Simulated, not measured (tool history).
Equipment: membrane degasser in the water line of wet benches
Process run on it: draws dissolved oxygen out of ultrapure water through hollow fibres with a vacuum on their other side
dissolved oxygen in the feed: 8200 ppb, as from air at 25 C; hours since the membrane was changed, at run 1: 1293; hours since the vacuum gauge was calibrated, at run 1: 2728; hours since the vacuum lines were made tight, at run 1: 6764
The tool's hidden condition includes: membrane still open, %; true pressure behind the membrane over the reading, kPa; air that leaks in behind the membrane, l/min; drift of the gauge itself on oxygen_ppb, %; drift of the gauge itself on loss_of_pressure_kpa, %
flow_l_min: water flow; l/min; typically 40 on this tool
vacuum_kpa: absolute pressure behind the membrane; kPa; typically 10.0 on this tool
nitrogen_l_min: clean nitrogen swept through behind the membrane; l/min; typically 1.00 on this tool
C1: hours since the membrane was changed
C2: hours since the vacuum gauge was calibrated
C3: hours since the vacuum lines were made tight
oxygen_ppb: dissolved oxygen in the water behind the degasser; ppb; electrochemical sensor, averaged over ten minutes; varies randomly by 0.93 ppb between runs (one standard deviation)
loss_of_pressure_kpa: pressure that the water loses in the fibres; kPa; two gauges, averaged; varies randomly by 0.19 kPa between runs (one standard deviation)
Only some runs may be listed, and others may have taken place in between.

{"run": 1, "hour": 0.0, "flow_l_min": 40, "vacuum_kpa": 10.0, "nitrogen_l_min": 1.0, "C1": 1293, "C2": 2728, "C3": 6764, "oxygen_ppb": 523.7, "loss_of_pressure_kpa": 41.58}
{"run": 2, "hour": 27.7, "flow_l_min": 28, "vacuum_kpa": 10.0, "nitrogen_l_min": 1.0, "C1": 1321, "C2": 2756, "C3": 6792, "oxygen_ppb": 395.7, "loss_of_pressure_kpa": 28.96}
{"run": 3, "hour": 66.3, "flow_l_min": 28, "vacuum_kpa": 10.0, "nitrogen_l_min": 1.0, "C1": 1360, "C2": 2794, "C3": 6831, "oxygen_ppb": 396.4, "loss_of_pressure_kpa": 28.75}
{"run": 4, "hour": 99.1, "flow_l_min": 28, "vacuum_kpa": 10.0, "nitrogen_l_min": 1.0, "C1": 1392, "C2": 2827, "C3": 6864, "oxygen_ppb": 396.7, "loss_of_pressure_kpa": 28.92}
{"run": 5, "hour": 150.0, "flow_l_min": 28, "vacuum_kpa": 10.0, "nitrogen_l_min": 1.0, "C1": 1443, "C2": 2878, "C3": 6914, "oxygen_ppb": 395.5, "loss_of_pressure_kpa": 29.27}
{"run": 6, "hour": 175.7, "flow_l_min": 40, "vacuum_kpa": 10.0, "nitrogen_l_min": 1.0, "C1": 1469, "C2": 2904, "C3": 6940, "oxygen_ppb": 525.5, "loss_of_pressure_kpa": 41.33}
{"run": 7, "hour": 201.8, "flow_l_min": 40, "vacuum_kpa": 10.0, "nitrogen_l_min": 1.0, "C1": 1495, "C2": 2930, "C3": 6966, "oxygen_ppb": 523.9, "loss_of_pressure_kpa": 41.27}
{"run": 8, "hour": 247.8, "flow_l_min": 40, "vacuum_kpa": 10.0, "nitrogen_l_min": 1.0, "C1": 1541, "C2": 2976, "C3": 7012, "oxygen_ppb": 523.6, "loss_of_pressure_kpa": 41.09}
{"run": 9, "hour": 273.9, "flow_l_min": 40, "vacuum_kpa": 10.0, "nitrogen_l_min": 1.0, "C1": 1567, "C2": 3002, "C3": 7038, "oxygen_ppb": 524.9, "loss_of_pressure_kpa": 41.4}
{"run": 10, "hour": 322.2, "flow_l_min": 25, "vacuum_kpa": 10.0, "nitrogen_l_min": 1.0, "C1": 1615, "C2": 3050, "C3": 7087, "oxygen_ppb": 362.0, "loss_of_pressure_kpa": 25.81}
{"run": 11, "hour": 354.8, "flow_l_min": 25, "vacuum_kpa": 10.0, "nitrogen_l_min": 1.0, "C1": 1648, "C2": 3083, "C3": 7119, "oxygen_ppb": 361.7, "loss_of_pressure_kpa": 25.84}
{"run": 12, "hour": 396.3, "flow_l_min": 25, "vacuum_kpa": 10.0, "nitrogen_l_min": 1.0, "C1": 1690, "C2": 3124, "C3": 7161, "oxygen_ppb": 361.3, "loss_of_pressure_kpa": 25.99}
{"run": 13, "hour": 429.9, "flow_l_min": 25, "vacuum_kpa": 10.0, "nitrogen_l_min": 0.86, "C1": 1723, "C2": 3158, "C3": 7194, "oxygen_ppb": 409.0, "loss_of_pressure_kpa": 25.93}
{"run": 14, "hour": 460.0, "flow_l_min": 25, "vacuum_kpa": 10.0, "nitrogen_l_min": 0.86, "C1": 1753, "C2": 3188, "C3": 7224, "oxygen_ppb": 408.3, "loss_of_pressure_kpa": 25.78}
{"run": 15, "hour": 507.5, "flow_l_min": 25, "vacuum_kpa": 10.0, "nitrogen_l_min": 0.86, "C1": 1801, "C2": 3235, "C3": 7272, "oxygen_ppb": 408.3, "loss_of_pressure_kpa": 26.07}
{"run": 16, "hour": 531.6, "flow_l_min": 40, "vacuum_kpa": 10.0, "nitrogen_l_min": 1.0, "C1": 1825, "C2": 3259, "C3": 7296, "oxygen_ppb": 525.1, "loss_of_pressure_kpa": 41.83}
{"run": 17, "hour": 572.2, "flow_l_min": 40, "vacuum_kpa": 10.0, "nitrogen_l_min": 1.0, "C1": 1865, "C2": 3300, "C3": 7337, "oxygen_ppb": 525.3, "loss_of_pressure_kpa": 41.19}
{"run": 18, "hour": 621.7, "flow_l_min": 40, "vacuum_kpa": 10.0, "nitrogen_l_min": 1.0, "C1": 1915, "C2": 3350, "C3": 7386, "oxygen_ppb": 523.9, "loss_of_pressure_kpa": 41.25}
{"hour": 625.0, "done": "vacuum gauge calibrated"}
{"run": 19, "hour": 673.9, "flow_l_min": 40, "vacuum_kpa": 10.0, "nitrogen_l_min": 1.0, "C1": 1967, "C2": 49, "C3": 7438, "oxygen_ppb": 526.9, "loss_of_pressure_kpa": 41.27}
{"run": 20, "hour": 729.6, "flow_l_min": 40, "vacuum_kpa": 10.0, "nitrogen_l_min": 1.0, "C1": 2022, "C2": 105, "C3": 7494, "oxygen_ppb": 527.3, "loss_of_pressure_kpa": 41.29}
{"run": 21, "hour": 784.9, "flow_l_min": 38, "vacuum_kpa": 22.9, "nitrogen_l_min": 1.0, "C1": 2078, "C2": 160, "C3": 7549, "oxygen_ppb": 1325.4, "loss_of_pressure_kpa": 39.45}
{"hour": 811.2, "done": "vacuum gauge calibrated, once more"}
{"run": 22, "hour": 816.0, "flow_l_min": 38, "vacuum_kpa": 22.9, "nitrogen_l_min": 1.0, "C1": 2108, "C2": 5, "C3": 7579, "oxygen_ppb": 1318.5, "loss_of_pressure_kpa": 39.58}
{"run": 23, "hour": 850.8, "flow_l_min": 33, "vacuum_kpa": 15.4, "nitrogen_l_min": 2.97, "C1": 2143, "C2": 40, "C3": 7614, "oxygen_ppb": 311.7, "loss_of_pressure_kpa": 34.52}
{"run": 24, "hour": 875.4, "flow_l_min": 52, "vacuum_kpa": 10.5, "nitrogen_l_min": 0.65, "C1": 2168, "C2": 64, "C3": 7639, "oxygen_ppb": 901.5, "loss_of_pressure_kpa": 54.13}
{"run": 25, "hour": 902.7, "flow_l_min": 29, "vacuum_kpa": 8.3, "nitrogen_l_min": 0.92, "C1": 2195, "C2": 91, "C3": 7666, "oxygen_ppb": 329.2, "loss_of_pressure_kpa": 29.84}
{"run": 26, "hour": 945.8, "flow_l_min": 45, "vacuum_kpa": 13.4, "nitrogen_l_min": 0.44, "C1": 2238, "C2": 135, "C3": 7709, "oxygen_ppb": 1399.3, "loss_of_pressure_kpa": 46.7}
{"run": 27, "hour": 982.3, "flow_l_min": 46, "vacuum_kpa": 13.4, "nitrogen_l_min": 0.44, "C1": 2275, "C2": 171, "C3": 7746, "oxygen_ppb": 1421.4, "loss_of_pressure_kpa": 47.76}
{"run": 28, "hour": 1033.5, "flow_l_min": 46, "vacuum_kpa": 13.4, "nitrogen_l_min": 0.44, "C1": 2326, "C2": 222, "C3": 7797, "oxygen_ppb": 1418.3, "loss_of_pressure_kpa": 47.68}
{"run": 29, "hour": 1088.7, "flow_l_min": 31, "vacuum_kpa": 14.5, "nitrogen_l_min": 0.44, "C1": 2381, "C2": 278, "C3": 7852, "oxygen_ppb": 1224.6, "loss_of_pressure_kpa": 32.08}
{"run": 30, "hour": 1118.8, "flow_l_min": 31, "vacuum_kpa": 14.5, "nitrogen_l_min": 0.44, "C1": 2411, "C2": 308, "C3": 7882, "oxygen_ppb": 1224.9, "loss_of_pressure_kpa": 32.02}
{"run": 31, "hour": 1143.2, "flow_l_min": 55, "vacuum_kpa": 10.0, "nitrogen_l_min": 2.75, "C1": 2435, "C2": 332, "C3": 7907, "oxygen_ppb": 304.8, "loss_of_pressure_kpa": 57.08}
{"run": 32, "hour": 1196.7, "flow_l_min": 55, "vacuum_kpa": 10.0, "nitrogen_l_min": 2.75, "C1": 2489, "C2": 385, "C3": 7960, "oxygen_ppb": 305.7, "loss_of_pressure_kpa": 57.24}
{"run": 33, "hour": 1252.5, "flow_l_min": 37, "vacuum_kpa": 8.4, "nitrogen_l_min": 2.2, "C1": 2545, "C2": 441, "C3": 8016, "oxygen_ppb": 199.4, "loss_of_pressure_kpa": 38.56}

Below, some changes in oxygen_ppb between adjacent runs. For each, the amount present without the hidden state too (settings, incoming material, random variation) and the amount remaining for the hidden state with gauge scatter not shared by both compared results:
Run 22 -> 23: flow_l_min 38 -> 33, vacuum_kpa 22.9 -> 15.4, nitrogen_l_min 1.00 -> 2.97. oxygen_ppb -1006.8 ppb: hidden state -0.3, all else -1006.5.
Run 23 -> 24: flow_l_min 33 -> 52, vacuum_kpa 15.4 -> 10.5, nitrogen_l_min 2.97 -> 0.65. oxygen_ppb +589.8 ppb: hidden state -9.5, all else +599.3.
Run 25 -> 26: flow_l_min 29 -> 45, vacuum_kpa 8.3 -> 13.4, nitrogen_l_min 0.92 -> 0.44. oxygen_ppb +1070.1 ppb: hidden state -15.6, all else +1085.7.
Run 30 -> 31: flow_l_min 31 -> 55, vacuum_kpa 14.5 -> 10.0, nitrogen_l_min 0.44 -> 2.75. oxygen_ppb -920.1 ppb: hidden state +10.9, all else -931.0.

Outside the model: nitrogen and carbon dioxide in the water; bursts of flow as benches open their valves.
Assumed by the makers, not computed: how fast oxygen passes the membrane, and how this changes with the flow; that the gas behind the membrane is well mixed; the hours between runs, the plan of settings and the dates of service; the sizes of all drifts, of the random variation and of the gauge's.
